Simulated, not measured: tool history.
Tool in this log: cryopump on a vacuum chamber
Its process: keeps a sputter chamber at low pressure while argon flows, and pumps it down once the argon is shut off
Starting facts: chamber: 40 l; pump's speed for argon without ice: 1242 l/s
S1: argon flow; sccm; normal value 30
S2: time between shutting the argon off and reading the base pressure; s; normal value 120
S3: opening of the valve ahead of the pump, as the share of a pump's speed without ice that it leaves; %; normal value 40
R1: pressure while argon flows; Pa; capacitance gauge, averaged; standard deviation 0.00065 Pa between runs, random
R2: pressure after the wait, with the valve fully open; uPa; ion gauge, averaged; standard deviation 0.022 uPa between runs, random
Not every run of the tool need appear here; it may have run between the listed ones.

run 1 hour=0.0 | S1=30 S2=120 S3=40 | R1=0.1133 R2=2.45
run 2 hour=38.5 | S1=30 S2=120 S3=40 | R1=0.1138 R2=2.54
run 3 hour=85.4 | S1=30 S2=120 S3=40 | R1=0.1134 R2=2.64
run 4 hour=137.8 | S1=14 S2=120 S3=40 | R1=0.0541 R2=2.76
run 5 hour=169.6 | S1=14 S2=120 S3=40 | R1=0.0544 R2=2.71
run 6 hour=220.8 | S1=14 S2=120 S3=40 | R1=0.0555 R2=2.80
run 7 hour=285.6 | S1=30 S2=229 S3=40 | R1=0.1191 R2=2.80
run 8 hour=329.9 | S1=30 S2=229 S3=40 | R1=0.1207 R2=2.82
run 9 hour=365.6 | S1=30 S2=120 S3=40 | R1=0.1220 R2=3.06
-- hour=394.6 pump warmed up, emptied and cooled again
-- hour=406.9 leaking fittings of the chamber tightened, without venting
run 10 hour=410.1 | S1=30 S2=120 S3=40 | R1=0.1022 R2=0.58
run 11 hour=441.3 | S1=30 S2=120 S3=40 | R1=0.1041 R2=0.60
run 12 hour=480.8 | S1=30 S2=96 S3=46 | R1=0.0885 R2=0.69
run 13 hour=553.3 | S1=30 S2=96 S3=46 | R1=0.0916 R2=0.78
run 14 hour=594.3 | S1=30 S2=120 S3=24 | R1=0.1738 R2=0.67
run 15 hour=649.4 | S1=30 S2=120 S3=24 | R1=0.1740 R2=0.69
run 16 hour=693.0 | S1=30 S2=39 S3=38 | R1=0.1118 R2=1.40
run 17 hour=753.3 | S1=30 S2=39 S3=38 | R1=0.1133 R2=1.45
run 18 hour=798.6 | S1=30 S2=39 S3=38 | R1=0.1134 R2=1.45
run 19 hour=848.2 | S1=17 S2=104 S3=40 | R1=0.0629 R2=0.82
run 20 hour=894.6 | S1=17 S2=104 S3=40 | R1=0.0620 R2=0.87
run 21 hour=937.8 | S1=46 S2=114 S3=51 | R1=0.1355 R2=0.86

Hidden state or all else? Some run-to-run changes of R1, split into what the settings, what came in and random variation would give without the hidden state, and what is left for the hidden state (with any gauge scatter that isn't in both results):
The tool's hidden condition here consists of: pump's speed, % of a pump's without ice; cold plate's temperature, K; leak into the chamber, uPa l/s; drift of the gauge itself on working_pa, %; drift of the gauge itself on base_upa, %.
Run 6 -> 7: S1 14 -> 30, S2 120 -> 229. R1 +0.0636 Pa: hidden state +0.0100, all else +0.0536.
Run 9 -> 10: pump warmed up, emptied and cooled again, leaking fittings of the chamber tightened, without venting. R1 -0.0198 Pa: hidden state -0.0189, all else -0.0009.
Run 13 -> 14: S2 96 -> 120, S3 46 -> 24. R1 +0.0822 Pa: hidden state +0.0005, all else +0.0817.
Run 20 -> 21: S1 17 -> 46, S2 104 -> 114, S3 40 -> 51. R1 +0.0735 Pa: hidden state +0.0088, all else +0.0647.
